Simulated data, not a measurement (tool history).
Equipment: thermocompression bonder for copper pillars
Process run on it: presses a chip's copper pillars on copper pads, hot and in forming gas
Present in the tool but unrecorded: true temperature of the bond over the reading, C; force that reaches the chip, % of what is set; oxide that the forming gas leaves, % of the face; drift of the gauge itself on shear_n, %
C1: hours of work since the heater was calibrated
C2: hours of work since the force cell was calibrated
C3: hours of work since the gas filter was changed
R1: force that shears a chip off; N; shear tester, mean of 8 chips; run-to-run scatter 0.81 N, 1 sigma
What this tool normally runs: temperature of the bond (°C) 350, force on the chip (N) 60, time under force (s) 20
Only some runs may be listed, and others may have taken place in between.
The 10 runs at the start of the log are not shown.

run 11 hour=203 | temperature_of_the_bond_(°C)=350 force_on_the_chip_(N)=60 time_under_force_(s)=20 | C1=1157 C2=313 C3=280 | R1=59.7
-- hour=228.6 forming gas filter changed
run 12 hour=229.2 | temperature_of_the_bond_(°C)=350 force_on_the_chip_(N)=60 time_under_force_(s)=20 | C1=1174 C2=329 C3=0 | R1=61.8
run 13 hour=246.8 | temperature_of_the_bond_(°C)=350 force_on_the_chip_(N)=60 time_under_force_(s)=20 | C1=1185 C2=341 C3=12 | R1=61.4
run 14 hour=272.7 | temperature_of_the_bond_(°C)=350 force_on_the_chip_(N)=60 time_under_force_(s)=20 | C1=1202 C2=358 C3=29 | R1=60.7
run 15 hour=286.3 | temperature_of_the_bond_(°C)=350 force_on_the_chip_(N)=60 time_under_force_(s)=20 | C1=1211 C2=367 C3=38 | R1=61.1
run 16 hour=298.3 | temperature_of_the_bond_(°C)=350 force_on_the_chip_(N)=60 time_under_force_(s)=18 | C1=1219 C2=374 C3=45 | R1=58.3
run 17 hour=311.6 | temperature_of_the_bond_(°C)=328 force_on_the_chip_(N)=60 time_under_force_(s)=20 | C1=1227 C2=383 C3=54 | R1=46.6
run 18 hour=327.4 | temperature_of_the_bond_(°C)=328 force_on_the_chip_(N)=60 time_under_force_(s)=20 | C1=1238 C2=393 C3=64 | R1=46.2
-- hour=350.1 heater calibrated with a thermocouple chip
run 19 hour=350.8 | temperature_of_the_bond_(°C)=328 force_on_the_chip_(N)=60 time_under_force_(s)=20 | C1=0 C2=407 C3=78 | R1=44.5
run 20 hour=375.6 | temperature_of_the_bond_(°C)=350 force_on_the_chip_(N)=60 time_under_force_(s)=20 | C1=17 C2=423 C3=94 | R1=60.2
run 21 hour=389.5 | temperature_of_the_bond_(°C)=350 force_on_the_chip_(N)=60 time_under_force_(s)=20 | C1=26 C2=432 C3=103 | R1=60.6
run 22 hour=412.5 | temperature_of_the_bond_(°C)=350 force_on_the_chip_(N)=60 time_under_force_(s)=20 | C1=41 C2=447 C3=118 | R1=58.9
run 23 hour=428.7 | temperature_of_the_bond_(°C)=372 force_on_the_chip_(N)=87 time_under_force_(s)=18 | C1=51 C2=458 C3=129 | R1=84.3
run 24 hour=446.7 | temperature_of_the_bond_(°C)=362 force_on_the_chip_(N)=56 time_under_force_(s)=20 | C1=63 C2=470 C3=141 | R1=65.9
-- hour=463.3 heater calibrated with a thermocouple chip, once more
run 25 hour=474.7 | temperature_of_the_bond_(°C)=362 force_on_the_chip_(N)=56 time_under_force_(s)=20 | C1=7 C2=487 C3=158 | R1=69
run 26 hour=486.5 | temperature_of_the_bond_(°C)=362 force_on_the_chip_(N)=56 time_under_force_(s)=20 | C1=15 C2=494 C3=165 | R1=67.9
run 27 hour=510 | temperature_of_the_bond_(°C)=362 force_on_the_chip_(N)=56 time_under_force_(s)=20 | C1=30 C2=510 C3=181 | R1=68.4
run 28 hour=528.5 | temperature_of_the_bond_(°C)=324 force_on_the_chip_(N)=39 time_under_force_(s)=36 | C1=42 C2=522 C3=193 | R1=44.1
run 29 hour=552.2 | temperature_of_the_bond_(°C)=328 force_on_the_chip_(N)=40 time_under_force_(s)=26 | C1=58 C2=537 C3=208 | R1=41.6
run 30 hour=569.9 | temperature_of_the_bond_(°C)=325 force_on_the_chip_(N)=78 time_under_force_(s)=21 | C1=69 C2=549 C3=220 | R1=54.4
run 31 hour=581.5 | temperature_of_the_bond_(°C)=325 force_on_the_chip_(N)=60 time_under_force_(s)=21 | C1=77 C2=556 C3=227 | R1=46.6
run 32 hour=608.3 | temperature_of_the_bond_(°C)=355 force_on_the_chip_(N)=45 time_under_force_(s)=22 | C1=94 C2=573 C3=245 | R1=58.9
run 33 hour=625.8 | temperature_of_the_bond_(°C)=350 force_on_the_chip_(N)=62 time_under_force_(s)=31 | C1=106 C2=585 C3=256 | R1=71.9
run 34 hour=638.5 | temperature_of_the_bond_(°C)=350 force_on_the_chip_(N)=40 time_under_force_(s)=36 | C1=114 C2=593 C3=264 | R1=59.7

Forecast run 35:
run 35 hour=650 | temperature_of_the_bond_(°C)=350 force_on_the_chip_(N)=40 time_under_force_(s)=36 | C1=122 C2=601 C3=272 | R1=?

R1: 62.3 N
Take away the tool's hidden state, keep the run-to-run variation as it was, and the same run would have given R1 65.7 N.
